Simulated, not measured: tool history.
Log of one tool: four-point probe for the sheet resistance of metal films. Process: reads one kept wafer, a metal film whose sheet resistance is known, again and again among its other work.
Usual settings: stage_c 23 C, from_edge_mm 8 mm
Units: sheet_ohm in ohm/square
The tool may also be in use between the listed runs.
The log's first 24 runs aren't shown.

| run | day | stage_c | from_edge_mm | touches since the probe head was changed | hours of work since the stage's thermometer was calibrated | sheet_ohm |
|---|---|---|---|---|---|---|
| 25 | 54.071 | 23 | 8 | 7827 | 514 | 0.883028 |
| 26 | 57.317 | 28 | 5 | 11918 | 564 | 0.895224 |
| 27 | 59.196 | 23 | 3 | 14282 | 593 | 0.946945 |
| 28 | 61.362 | 23 | 3 | 17008 | 626 | 0.94691 |
| 29 | 63.717 | 23 | 3 | 19975 | 662 | 0.946897 |
| 30 | 66.846 | 23 | 3 | 23911 | 710 | 0.946215 |
| 31 | 68.529 | 18 | 36 | 26032 | 736 | 0.876239 |
| 32 | 70.988 | 21 | 46 | 29124 | 773 | 0.873035 |
| 33 | 73.658 | 21 | 46 | 32488 | 814 | 0.872384 |
| 34 | 76.117 | 27 | 5 | 35585 | 852 | 0.895286 |
| 35 | 77.617 | 27 | 5 | 37472 | 875 | 0.895176 |
| 36 | 79.221 | 22 | 41 | 39491 | 900 | 0.871452 |
| 37 | 81.917 | 22 | 41 | 42885 | 941 | 0.871277 |
| 38 | 83.642 | 31 | 7 | 45059 | 968 | 0.877007 |

5 ways to go on from here, each from the tool as it stands after run 38. What would each give?
| A | 85.229 | 19 | 31 | 47054 | 992 | ? |
| B | 85.229 | 21 | 8 | 47054 | 992 | ? |
| C | 85.229 | 25 | 33 | 47054 | 992 | ? |
| D | 85.229 | 18 | 17 | 47054 | 992 | ? |
| E | 85.229 | 22 | 61 | 47054 | 992 | ? |

| run | sheet_ohm |
|---|---|
| A | 0.874633 |
| B | 0.88295 |
| C | 0.868457 |
| D | 0.877365 |
| E | 0.87109 |
Without the tool's hidden state the same runs would have given:
| run | sheet_ohm |
|---|---|
| A | 0.879071 |
| B | 0.887431 |
| C | 0.872879 |
| D | 0.881814 |
| E | 0.875518 |
